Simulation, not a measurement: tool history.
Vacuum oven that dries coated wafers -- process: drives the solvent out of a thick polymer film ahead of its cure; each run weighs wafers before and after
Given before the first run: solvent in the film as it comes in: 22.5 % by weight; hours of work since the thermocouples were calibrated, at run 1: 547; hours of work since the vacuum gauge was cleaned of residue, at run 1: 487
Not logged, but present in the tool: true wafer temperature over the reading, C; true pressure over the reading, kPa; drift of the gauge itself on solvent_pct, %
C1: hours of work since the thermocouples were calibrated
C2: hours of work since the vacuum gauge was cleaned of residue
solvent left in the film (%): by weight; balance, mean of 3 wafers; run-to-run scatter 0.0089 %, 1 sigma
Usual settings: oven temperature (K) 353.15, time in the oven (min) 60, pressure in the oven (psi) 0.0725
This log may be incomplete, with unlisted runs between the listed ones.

run 1 day=0.000 | oven_temperature_(K)=353.15 time_in_the_oven_(min)=60 pressure_in_the_oven_(psi)=0.0725 | C1=547 C2=487 | solvent_left_in_the_film_(%)=1.007
run 2 day=1.625 | oven_temperature_(K)=342.15 time_in_the_oven_(min)=60 pressure_in_the_oven_(psi)=0.0725 | C1=571 C2=511 | solvent_left_in_the_film_(%)=3.607
run 3 day=3.125 | oven_temperature_(K)=353.15 time_in_the_oven_(min)=60 pressure_in_the_oven_(psi)=0.0725 | C1=594 C2=534 | solvent_left_in_the_film_(%)=1.003
run 4 day=3.933 | oven_temperature_(K)=353.15 time_in_the_oven_(min)=60 pressure_in_the_oven_(psi)=0.0725 | C1=606 C2=546 | solvent_left_in_the_film_(%)=1.014
run 5 day=5.483 | oven_temperature_(K)=353.15 time_in_the_oven_(min)=60 pressure_in_the_oven_(psi)=0.0725 | C1=629 C2=569 | solvent_left_in_the_film_(%)=0.996
run 6 day=6.633 | oven_temperature_(K)=353.15 time_in_the_oven_(min)=60 pressure_in_the_oven_(psi)=0.0725 | C1=646 C2=586 | solvent_left_in_the_film_(%)=0.984
run 7 day=7.662 | oven_temperature_(K)=353.15 time_in_the_oven_(min)=60 pressure_in_the_oven_(psi)=0.0725 | C1=662 C2=601 | solvent_left_in_the_film_(%)=0.995
run 8 day=8.808 | oven_temperature_(K)=353.15 time_in_the_oven_(min)=60 pressure_in_the_oven_(psi)=0.0725 | C1=679 C2=618 | solvent_left_in_the_film_(%)=0.986
run 9 day=9.800 | oven_temperature_(K)=353.15 time_in_the_oven_(min)=60 pressure_in_the_oven_(psi)=0.0603 | C1=694 C2=633 | solvent_left_in_the_film_(%)=0.972
run 10 day=10.571 | oven_temperature_(K)=353.15 time_in_the_oven_(min)=60 pressure_in_the_oven_(psi)=0.0603 | C1=705 C2=645 | solvent_left_in_the_film_(%)=0.967
-- day=11.792 oven's thermocouples calibrated
run 11 day=11.792 | oven_temperature_(K)=353.15 time_in_the_oven_(min)=60 pressure_in_the_oven_(psi)=0.0725 | C1=0 C2=662 | solvent_left_in_the_film_(%)=1.183
run 12 day=12.508 | oven_temperature_(K)=362.15 time_in_the_oven_(min)=60 pressure_in_the_oven_(psi)=0.0725 | C1=11 C2=673 | solvent_left_in_the_film_(%)=0.286
run 13 day=13.250 | oven_temperature_(K)=353.15 time_in_the_oven_(min)=60 pressure_in_the_oven_(psi)=0.0725 | C1=22 C2=684 | solvent_left_in_the_film_(%)=1.178
run 14 day=14.229 | oven_temperature_(K)=353.15 time_in_the_oven_(min)=60 pressure_in_the_oven_(psi)=0.0725 | C1=36 C2=698 | solvent_left_in_the_film_(%)=1.187
run 15 day=15.838 | oven_temperature_(K)=353.15 time_in_the_oven_(min)=60 pressure_in_the_oven_(psi)=0.0725 | C1=61 C2=722 | solvent_left_in_the_film_(%)=1.183
run 16 day=17.462 | oven_temperature_(K)=353.15 time_in_the_oven_(min)=37 pressure_in_the_oven_(psi)=0.0725 | C1=85 C2=747 | solvent_left_in_the_film_(%)=3.246
run 17 day=18.158 | oven_temperature_(K)=356.15 time_in_the_oven_(min)=60 pressure_in_the_oven_(psi)=0.0725 | C1=95 C2=757 | solvent_left_in_the_film_(%)=0.771
run 18 day=18.854 | oven_temperature_(K)=356.15 time_in_the_oven_(min)=60 pressure_in_the_oven_(psi)=0.0725 | C1=106 C2=767 | solvent_left_in_the_film_(%)=0.762
run 19 day=19.904 | oven_temperature_(K)=356.15 time_in_the_oven_(min)=60 pressure_in_the_oven_(psi)=0.0725 | C1=121 C2=783 | solvent_left_in_the_film_(%)=0.759
run 20 day=21.596 | oven_temperature_(K)=353.15 time_in_the_oven_(min)=60 pressure_in_the_oven_(psi)=0.0725 | C1=147 C2=808 | solvent_left_in_the_film_(%)=1.147
run 21 day=22.521 | oven_temperature_(K)=353.15 time_in_the_oven_(min)=60 pressure_in_the_oven_(psi)=0.0725 | C1=160 C2=822 | solvent_left_in_the_film_(%)=1.156
run 22 day=23.525 | oven_temperature_(K)=353.15 time_in_the_oven_(min)=60 pressure_in_the_oven_(psi)=0.0725 | C1=175 C2=837 | solvent_left_in_the_film_(%)=1.166
run 23 day=24.392 | oven_temperature_(K)=353.15 time_in_the_oven_(min)=60 pressure_in_the_oven_(psi)=0.0725 | C1=188 C2=850 | solvent_left_in_the_film_(%)=1.168
run 24 day=26.083 | oven_temperature_(K)=353.15 time_in_the_oven_(min)=60 pressure_in_the_oven_(psi)=0.0725 | C1=214 C2=876 | solvent_left_in_the_film_(%)=1.140
run 25 day=27.267 | oven_temperature_(K)=344.15 time_in_the_oven_(min)=60 pressure_in_the_oven_(psi)=0.0542 | C1=231 C2=893 | solvent_left_in_the_film_(%)=3.217
run 26 day=28.188 | oven_temperature_(K)=344.15 time_in_the_oven_(min)=37 pressure_in_the_oven_(psi)=0.1637 | C1=245 C2=907 | solvent_left_in_the_film_(%)=6.375
run 27 day=29.475 | oven_temperature_(K)=353.15 time_in_the_oven_(min)=104 pressure_in_the_oven_(psi)=0.1478 | C1=264 C2=926 | solvent_left_in_the_film_(%)=0.386
-- day=29.646 vacuum gauge cleaned of residue and calibrated
run 28 day=30.575 | oven_temperature_(K)=353.15 time_in_the_oven_(min)=104 pressure_in_the_oven_(psi)=0.1478 | C1=280 C2=14 | solvent_left_in_the_film_(%)=0.390
run 29 day=32.079 | oven_temperature_(K)=353.15 time_in_the_oven_(min)=77 pressure_in_the_oven_(psi)=0.1478 | C1=302 C2=36 | solvent_left_in_the_film_(%)=0.691
run 30 day=32.804 | oven_temperature_(K)=353.15 time_in_the_oven_(min)=77 pressure_in_the_oven_(psi)=0.1478 | C1=313 C2=47 | solvent_left_in_the_film_(%)=0.719
run 31 day=34.167 | oven_temperature_(K)=350.15 time_in_the_oven_(min)=35 pressure_in_the_oven_(psi)=0.0725 | C1=334 C2=68 | solvent_left_in_the_film_(%)=4.414
run 32 day=35.612 | oven_temperature_(K)=365.15 time_in_the_oven_(min)=44 pressure_in_the_oven_(psi)=0.0817 | C1=355 C2=89 | solvent_left_in_the_film_(%)=0.471
run 33 day=36.821 | oven_temperature_(K)=365.15 time_in_the_oven_(min)=44 pressure_in_the_oven_(psi)=0.0817 | C1=373 C2=107 | solvent_left_in_the_film_(%)=0.465
-- day=37.575 vacuum gauge cleaned of residue and calibrated, once more
run 34 day=37.896 | oven_temperature_(K)=338.15 time_in_the_oven_(min)=45 pressure_in_the_oven_(psi)=0.0725 | C1=388 C2=5 | solvent_left_in_the_film_(%)=7.080
run 35 day=39.225 | oven_temperature_(K)=353.15 time_in_the_oven_(min)=41 pressure_in_the_oven_(psi)=0.0725 | C1=408 C2=25 | solvent_left_in_the_film_(%)=2.563
run 36 day=39.929 | oven_temperature_(K)=353.15 time_in_the_oven_(min)=65 pressure_in_the_oven_(psi)=0.0698 | C1=419 C2=35 | solvent_left_in_the_film_(%)=0.871
run 37 day=41.129 | oven_temperature_(K)=342.15 time_in_the_oven_(min)=60 pressure_in_the_oven_(psi)=0.2339 | C1=437 C2=53 | solvent_left_in_the_film_(%)=4.112
run 38 day=42.742 | oven_temperature_(K)=342.15 time_in_the_oven_(min)=60 pressure_in_the_oven_(psi)=0.2339 | C1=461 C2=77 | solvent_left_in_the_film_(%)=4.082
run 39 day=43.771 | oven_temperature_(K)=342.15 time_in_the_oven_(min)=47 pressure_in_the_oven_(psi)=0.2619 | C1=476 C2=93 | solvent_left_in_the_film_(%)=5.608
run 40 day=44.921 | oven_temperature_(K)=361.15 time_in_the_oven_(min)=72 pressure_in_the_oven_(psi)=0.0621 | C1=494 C2=110 | solvent_left_in_the_film_(%)=0.153
run 41 day=46.258 | oven_temperature_(K)=361.15 time_in_the_oven_(min)=72 pressure_in_the_oven_(psi)=0.0621 | C1=514 C2=130 | solvent_left_in_the_film_(%)=0.165
run 42 day=47.604 | oven_temperature_(K)=361.15 time_in_the_oven_(min)=85 pressure_in_the_oven_(psi)=0.1127 | C1=534 C2=150 | solvent_left_in_the_film_(%)=0.150
run 43 day=48.488 | oven_temperature_(K)=368.15 time_in_the_oven_(min)=103 pressure_in_the_oven_(psi)=0.1413 | C1=547 C2=163 | solvent_left_in_the_film_(%)=0.124
run 44 day=49.767 | oven_temperature_(K)=368.15 time_in_the_oven_(min)=103 pressure_in_the_oven_(psi)=0.1413 | C1=566 C2=182 | solvent_left_in_the_film_(%)=0.131

Measured result minus the same run's result without the hidden state. Both carry the same run-to-run variation, though not necessarily the same gauge scatter:
run=1 solvent_left_in_the_film_(%)=-0.150
run=2 solvent_left_in_the_film_(%)=-0.347
run=3 solvent_left_in_the_film_(%)=-0.158
run=4 solvent_left_in_the_film_(%)=-0.160
run=5 solvent_left_in_the_film_(%)=-0.163
run=6 solvent_left_in_the_film_(%)=-0.167
run=7 solvent_left_in_the_film_(%)=-0.169
run=8 solvent_left_in_the_film_(%)=-0.172
run=9 solvent_left_in_the_film_(%)=-0.174
run=10 solvent_left_in_the_film_(%)=-0.175
run=11 solvent_left_in_the_film_(%)=+0.026
run=12 solvent_left_in_the_film_(%)=+0.016
run=13 solvent_left_in_the_film_(%)=+0.021
run=14 solvent_left_in_the_film_(%)=+0.019
run=15 solvent_left_in_the_film_(%)=+0.013
run=16 solvent_left_in_the_film_(%)=-0.005
run=17 solvent_left_in_the_film_(%)=+0.009
run=18 solvent_left_in_the_film_(%)=+0.008
run=19 solvent_left_in_the_film_(%)=+0.006
run=20 solvent_left_in_the_film_(%)=-0.003
run=21 solvent_left_in_the_film_(%)=-0.005
run=22 solvent_left_in_the_film_(%)=-0.009
run=23 solvent_left_in_the_film_(%)=-0.011
run=24 solvent_left_in_the_film_(%)=-0.016
run=25 solvent_left_in_the_film_(%)=-0.055
run=26 solvent_left_in_the_film_(%)=-0.087
run=27 solvent_left_in_the_film_(%)=+0.015
run=28 solvent_left_in_the_film_(%)=+0.022
run=29 solvent_left_in_the_film_(%)=-0.001
run=30 solvent_left_in_the_film_(%)=-0.002
run=31 solvent_left_in_the_film_(%)=-0.109
run=32 solvent_left_in_the_film_(%)=-0.010
run=33 solvent_left_in_the_film_(%)=-0.011
run=34 solvent_left_in_the_film_(%)=-0.197
run=35 solvent_left_in_the_film_(%)=-0.143
run=36 solvent_left_in_the_film_(%)=-0.074
run=37 solvent_left_in_the_film_(%)=-0.198
run=38 solvent_left_in_the_film_(%)=-0.207
run=39 solvent_left_in_the_film_(%)=-0.236
run=40 solvent_left_in_the_film_(%)=-0.017
run=41 solvent_left_in_the_film_(%)=-0.017
run=42 solvent_left_in_the_film_(%)=-0.009
run=43 solvent_left_in_the_film_(%)=-0.001
run=44 solvent_left_in_the_film_(%)=-0.001
